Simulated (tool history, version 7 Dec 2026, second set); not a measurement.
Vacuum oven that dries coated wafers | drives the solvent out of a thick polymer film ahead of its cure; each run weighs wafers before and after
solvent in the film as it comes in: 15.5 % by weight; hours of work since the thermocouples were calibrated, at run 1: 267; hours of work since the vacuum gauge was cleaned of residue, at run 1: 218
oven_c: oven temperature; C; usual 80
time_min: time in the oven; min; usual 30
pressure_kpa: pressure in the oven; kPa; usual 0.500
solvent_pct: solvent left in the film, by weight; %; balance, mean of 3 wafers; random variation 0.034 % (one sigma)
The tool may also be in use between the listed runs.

run    hour  oven_c  time_min  pressure_kpa  hours of work since the thermocouples were calibrated  hours of work since the vacuum gauge was cleaned of residue  solvent_pct
  1     0.0      80        30         0.500                                                    267                                                          218         0.85
  2    39.3      80        30         0.500                                                    292                                                          242         0.88
  3    72.1      80        30         0.500                                                    312                                                          262         0.96
  4   103.6      80        30         0.500                                                    331                                                          281         0.88
  5   159.2      80        30         0.500                                                    366                                                          316         0.93
  6   188.0      80        30         0.500                                                    383                                                          334         0.90
  7   228.7      80        30         0.500                                                    409                                                          359         0.87
  8   278.6      80        30         0.500                                                    439                                                          390         0.92
  9   336.2      80        30         0.500                                                    475                                                          425         0.90
 10   368.9      80        36         0.500                                                    495                                                          445         0.56
 11   415.3      80        36         0.500                                                    524                                                          474         0.53
 12   468.6      87        36         0.500                                                    557                                                          507         0.18
 13   517.9      80        45         0.500                                                    587                                                          537         0.40
 14   543.3      85        30         0.500                                                    603                                                          553         0.35
 15   568.1      80        52         0.500                                                    618                                                          568         0.30
 16   593.1      80        52         0.500                                                    634                                                          584         0.27
 17   617.6      80        24         0.500                                                    649                                                          599         1.45
 18   662.0      80        24         0.500                                                    676                                                          626         1.38
 19   696.1      80        24         0.500                                                    697                                                          647         1.37
 20   753.0      80        24         0.500                                                    732                                                          683         1.43
 21   804.1      80        24         0.500                                                    764                                                          714         1.44
 22   852.7      80        24         0.500                                                    794                                                          744         1.45
 23   910.2      80        30         0.500                                                    829                                                          780         0.87
 24   954.1      88        30         0.500                                                    857                                                          807         0.20
 25   990.4      80        16         1.032                                                    879                                                          829         3.02
 26  1037.9      80        16         1.032                                                    908                                                          859         3.00
 27  1062.6      65        30         0.500                                                    924                                                          874         4.34
 28  1115.7      80        30         0.358                                                    956                                                          907         0.86
 29  1156.6      80        30         0.358                                                    982                                                          932         0.85
 30  1189.9      85        33         1.321                                                   1002                                                          952         0.64
 31  1218.7      81        33         0.500                                                   1020                                                          970         0.60
 32  1263.4      92        15         0.456                                                   1048                                                          998         0.76
 33  1314.8      71        15         1.174                                                   1079                                                         1030         5.92
 34  1373.0      71        15         1.174                                                   1115                                                         1065         5.95
 35  1399.7      71        15         1.174                                                   1132                                                         1082         5.87
 36  1445.9      91        36         0.957                                                   1160                                                         1110         0.28
 37  1473.8      75        30         0.500                                                   1178                                                         1128         1.69
 38  1528.2      75        30         0.500                                                   1211                                                         1161         1.67
 39  1573.3      75        30         0.500                                                   1239                                                         1189         1.75
 40  1612.8      75        30         0.500                                                   1263                                                         1214         1.78
 41  1667.3      75        30         0.500                                                   1297                                                         1247         1.72
 42  1725.1      77        25         1.326                                                   1333                                                         1283         2.25
 43  1777.8      92        43         1.219                                                   1365                                                         1315         0.30
 44  1837.4      78        22         1.600                                                   1402                                                         1352         2.52
 45  1869.7      78        22         1.600                                                   1422                                                         1372         2.52
 46  1898.8      76        40         0.274                                                   1440                                                         1390         0.74
 47  1934.6      86        16         0.487                                                   1462                                                         1412         1.58

Forecast each of these 3 alternatives for the next run:
  A  1964.1      91        30         0.500                                                   1480                                                         1431            ?
  B  1964.1      80        53         0.500                                                   1480                                                         1431            ?
  C  1964.1      72        19         1.534                                                   1480                                                         1431            ?

run  solvent_pct
  A         0.18
  B         0.26
  C         4.75
Without the tool's hidden state the same runs would have given:
run  solvent_pct
  A         0.17
  B         0.25
  C         4.74
